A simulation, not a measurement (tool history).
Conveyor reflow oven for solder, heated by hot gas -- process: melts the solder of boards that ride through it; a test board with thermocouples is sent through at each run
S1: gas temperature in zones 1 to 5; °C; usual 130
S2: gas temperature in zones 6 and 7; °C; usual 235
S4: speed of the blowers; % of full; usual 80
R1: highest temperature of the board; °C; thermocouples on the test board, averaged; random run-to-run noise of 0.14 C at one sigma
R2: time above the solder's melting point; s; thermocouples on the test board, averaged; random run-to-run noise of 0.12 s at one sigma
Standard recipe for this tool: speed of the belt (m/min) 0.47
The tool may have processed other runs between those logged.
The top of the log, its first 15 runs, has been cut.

{"run": 16, "hour": 721.5, "S1": 130, "S2": 235, "speed of the belt (m/min)": 0.47, "S4": 80, "R1": 216.2, "R2": 63.4}
{"run": 17, "hour": 764.2, "S1": 121, "S2": 235, "speed of the belt (m/min)": 0.47, "S4": 80, "R1": 214.1, "R2": 58.4}
{"run": 18, "hour": 832.8, "S1": 121, "S2": 235, "speed of the belt (m/min)": 0.47, "S4": 80, "R1": 213.8, "R2": 57.9}
{"run": 19, "hour": 871.7, "S1": 124, "S2": 226, "speed of the belt (m/min)": 0.47, "S4": 51, "R1": 195.6, "R2": 31.1}
{"run": 20, "hour": 931.9, "S1": 124, "S2": 226, "speed of the belt (m/min)": 0.47, "S4": 51, "R1": 195.4, "R2": 30.4}
{"run": 21, "hour": 977.2, "S1": 144, "S2": 242, "speed of the belt (m/min)": 0.47, "S4": 80, "R1": 223.1, "R2": 74.3}
{"hour": 1001.5, "done": "flux residue cleaned out of gas plates and filters"}
{"hour": 1024.2, "done": "thermocouples of zones 6 and 7 changed"}
{"run": 22, "hour": 1024.2, "S1": 127, "S2": 244, "speed of the belt (m/min)": 0.402, "S4": 61, "R1": 225.6, "R2": 81.5}
{"run": 23, "hour": 1058.0, "S1": 127, "S2": 244, "speed of the belt (m/min)": 0.402, "S4": 61, "R1": 225.3, "R2": 81.4}
{"run": 24, "hour": 1119.9, "S1": 118, "S2": 238, "speed of the belt (m/min)": 0.47, "S4": 80, "R1": 219.3, "R2": 62.2}
{"run": 25, "hour": 1157.4, "S1": 130, "S2": 234, "speed of the belt (m/min)": 0.47, "S4": 80, "R1": 217.4, "R2": 64.7}
{"run": 26, "hour": 1229.1, "S1": 130, "S2": 243, "speed of the belt (m/min)": 0.47, "S4": 54, "R1": 214.4, "R2": 59.9}
{"run": 27, "hour": 1281.0, "S1": 130, "S2": 243, "speed of the belt (m/min)": 0.47, "S4": 54, "R1": 214.3, "R2": 59.6}
{"run": 28, "hour": 1317.9, "S1": 142, "S2": 227, "speed of the belt (m/min)": 0.47, "S4": 80, "R1": 212.5, "R2": 64.9}
{"run": 29, "hour": 1356.1, "S1": 142, "S2": 227, "speed of the belt (m/min)": 0.47, "S4": 80, "R1": 212.2, "R2": 64.9}
{"hour": 1366.0, "done": "flux residue cleaned out of gas plates and filters"}
{"run": 30, "hour": 1413.5, "S1": 130, "S2": 248, "speed of the belt (m/min)": 0.459, "S4": 80, "R1": 230.7, "R2": 77}

Each row is a separate what-if for the run after 30, all from the same tool condition, not one after another. Results?
{"run": "A", "hour": 1469.8, "S1": 130, "S2": 236, "speed of the belt (m/min)": 0.411, "S4": 80, "R1": "?", "R2": "?"}
{"run": "B", "hour": 1469.8, "S1": 135, "S2": 235, "speed of the belt (m/min)": 0.47, "S4": 80, "R1": "?", "R2": "?"}
{"run": "C", "hour": 1469.8, "S1": 131, "S2": 242, "speed of the belt (m/min)": 0.537, "S4": 80, "R1": "?", "R2": "?"}

run=A R1=223.3 R2=80.6
run=B R1=219.1 R2=68.4
run=C R1=219.7 R2=57.9
Take away the tool's hidden state, keep each run's random variation, and the runs would have read:
run=A R1=223.7 R2=80
run=B R1=219.5 R2=67.9
run=C R1=220.2 R2=57.6
